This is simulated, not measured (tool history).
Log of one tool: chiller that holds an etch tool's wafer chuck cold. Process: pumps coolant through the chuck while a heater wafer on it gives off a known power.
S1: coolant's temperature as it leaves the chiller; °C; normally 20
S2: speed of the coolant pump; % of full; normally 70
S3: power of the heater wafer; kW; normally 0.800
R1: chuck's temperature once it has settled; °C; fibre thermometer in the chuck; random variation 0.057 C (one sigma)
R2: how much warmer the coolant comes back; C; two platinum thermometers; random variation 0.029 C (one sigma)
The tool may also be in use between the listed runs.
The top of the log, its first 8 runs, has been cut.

run 9 day=17.896 | S1=20 S2=70 S3=0.800 | R1=25.75 R2=2.61
run 10 day=20.838 | S1=20 S2=70 S3=0.800 | R1=25.85 R2=2.62
run 11 day=24.871 | S1=20 S2=88 S3=0.800 | R1=25.06 R2=2.10
run 12 day=27.762 | S1=20 S2=88 S3=0.800 | R1=24.90 R2=2.09
-- day=28.212 coolant changed, channels flushed
run 13 day=30.346 | S1=20 S2=70 S3=0.800 | R1=25.37 R2=2.66
run 14 day=32.750 | S1=17 S2=70 S3=0.800 | R1=22.41 R2=2.62
run 15 day=34.471 | S1=20 S2=70 S3=0.800 | R1=25.43 R2=2.58
run 16 day=36.162 | S1=15 S2=70 S3=0.800 | R1=20.52 R2=2.67
-- day=36.408 chiller's thermometer calibrated
run 17 day=38.579 | S1=27 S2=93 S3=0.528 | R1=29.67 R2=1.29
run 18 day=41.592 | S1=12 S2=90 S3=0.916 | R1=17.10 R2=2.39
run 19 day=44.925 | S1=16 S2=90 S3=1.033 | R1=21.84 R2=2.64
run 20 day=48.446 | S1=16 S2=90 S3=1.033 | R1=21.76 R2=2.64
-- day=52.092 chiller's thermometer calibrated, once more
run 21 day=52.533 | S1=16 S2=90 S3=1.033 | R1=22.15 R2=2.67
run 22 day=55.412 | S1=20 S2=91 S3=0.800 | R1=24.69 R2=2.06
run 23 day=58.404 | S1=20 S2=91 S3=0.800 | R1=24.70 R2=2.06
run 24 day=61.296 | S1=17 S2=91 S3=0.750 | R1=21.39 R2=1.92
run 25 day=65.279 | S1=20 S2=61 S3=1.040 | R1=28.14 R2=4.07
run 26 day=67.912 | S1=22 S2=94 S3=0.785 | R1=26.46 R2=1.93
run 27 day=71.392 | S1=22 S2=94 S3=0.785 | R1=26.51 R2=1.92
run 28 day=73.662 | S1=22 S2=94 S3=0.785 | R1=26.52 R2=1.93
run 29 day=76.725 | S1=15 S2=70 S3=0.800 | R1=20.62 R2=2.71
run 30 day=80.617 | S1=14 S2=69 S3=0.504 | R1=17.62 R2=1.68
run 31 day=84.283 | S1=20 S2=63 S3=0.504 | R1=23.78 R2=1.89

What if the next run were any one of these 3? Each begins from the tool's condition after run 31:
run A day=87.954 | S1=28 S2=76 S3=0.504 | R1=? R2=?
run B day=87.954 | S1=20 S2=61 S3=0.708 | R1=? R2=?
run C day=87.954 | S1=20 S2=63 S3=0.498 | R1=? R2=?

run=A R1=31.36 R2=1.55
run=B R1=25.52 R2=2.77
run=C R1=23.75 R2=1.88
With the hidden condition removed and each run's random variation left untouched, the same runs would have given:
run=A R1=31.33 R2=1.49
run=B R1=25.39 R2=2.66
run=C R1=23.70 R2=1.81
